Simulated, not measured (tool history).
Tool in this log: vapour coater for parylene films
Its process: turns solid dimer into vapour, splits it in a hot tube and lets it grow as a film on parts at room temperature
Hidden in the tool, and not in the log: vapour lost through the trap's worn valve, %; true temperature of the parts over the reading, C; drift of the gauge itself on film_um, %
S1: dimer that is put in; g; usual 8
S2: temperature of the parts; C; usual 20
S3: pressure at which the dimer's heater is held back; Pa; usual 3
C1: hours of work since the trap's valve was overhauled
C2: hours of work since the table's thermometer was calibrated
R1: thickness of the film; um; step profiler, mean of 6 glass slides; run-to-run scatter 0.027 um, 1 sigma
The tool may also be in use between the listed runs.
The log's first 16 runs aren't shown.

run 17 hour=1059.2 | S1=8 S2=20 S3=3 | C1=36 C2=202 | R1=2.16
run 18 hour=1135.4 | S1=8 S2=20 S3=3 | C1=94 C2=259 | R1=2.14
run 19 hour=1179.6 | S1=4 S2=20 S3=3 | C1=127 C2=292 | R1=1.06
run 20 hour=1224 | S1=8 S2=20 S3=6.74 | C1=160 C2=325 | R1=1.93
run 21 hour=1311.5 | S1=8 S2=20 S3=6.74 | C1=226 C2=391 | R1=1.94
run 22 hour=1381.8 | S1=8 S2=20 S3=3.71 | C1=279 C2=444 | R1=2.01
run 23 hour=1421 | S1=8 S2=20 S3=3.71 | C1=308 C2=473 | R1=1.98
-- hour=1492.3 trap's valve overhauled
run 24 hour=1509.7 | S1=8 S2=20 S3=3.71 | C1=13 C2=537 | R1=2.07
run 25 hour=1594.2 | S1=13 S2=20 S3=2.27 | C1=76 C2=600 | R1=3.57
run 26 hour=1650.6 | S1=13 S2=20 S3=2.27 | C1=119 C2=642 | R1=3.56
run 27 hour=1705.9 | S1=8 S2=29 S3=3 | C1=160 C2=684 | R1=1.55
run 28 hour=1768.9 | S1=8 S2=29 S3=3 | C1=208 C2=731 | R1=1.53
run 29 hour=1838.7 | S1=13 S2=20 S3=2.38 | C1=260 C2=784 | R1=3.36
-- hour=1884.4 table's thermometer calibrated
run 30 hour=1913.3 | S1=8 S2=20 S3=11.3 | C1=315 C2=22 | R1=1.83
run 31 hour=1963.3 | S1=8 S2=14 S3=2.17 | C1=353 C2=59 | R1=2.62
-- hour=1970.9 trap's valve overhauled
run 32 hour=2041.1 | S1=8 S2=14 S3=2.17 | C1=53 C2=115 | R1=2.7
run 33 hour=2117.2 | S1=8 S2=14 S3=2.17 | C1=110 C2=172 | R1=2.71
run 34 hour=2160.7 | S1=3 S2=28 S3=5.46 | C1=142 C2=204 | R1=0.58
run 35 hour=2199.4 | S1=3 S2=28 S3=6.21 | C1=171 C2=233 | R1=0.55
run 36 hour=2242.9 | S1=5 S2=20 S3=3.21 | C1=204 C2=266 | R1=1.26
run 37 hour=2319.4 | S1=8 S2=20 S3=5.97 | C1=262 C2=323 | R1=1.87
run 38 hour=2367.2 | S1=6 S2=20 S3=2.12 | C1=297 C2=359 | R1=1.54
-- hour=2449.1 trap's valve overhauled
run 39 hour=2449.4 | S1=4 S2=22 S3=3 | C1=0 C2=418 | R1=1.01
run 40 hour=2490.8 | S1=8 S2=13 S3=3.86 | C1=31 C2=449 | R1=2.61
run 41 hour=2570 | S1=4 S2=13 S3=9.49 | C1=91 C2=508 | R1=1.21

Consider 4 possible next runs. They are alternatives, not a sequence: every one starts from the tool as it was left by run 41. What does each give?
run A hour=2645 | S1=5 S2=12 S3=3 | C1=147 C2=565 | R1=?
run B hour=2645 | S1=9 S2=13 S3=2.6 | C1=147 C2=565 | R1=?
run C hour=2645 | S1=5 S2=13 S3=9.49 | C1=147 C2=565 | R1=?
run D hour=2645 | S1=12 S2=13 S3=2.59 | C1=147 C2=565 | R1=?

run=A R1=1.72
run=B R1=3.07
run=C R1=1.43
run=D R1=4.02
With no hidden state in the tool, these same runs would have given:
run=A R1=1.81
run=B R1=3.24
run=C R1=1.51
run=D R1=4.23
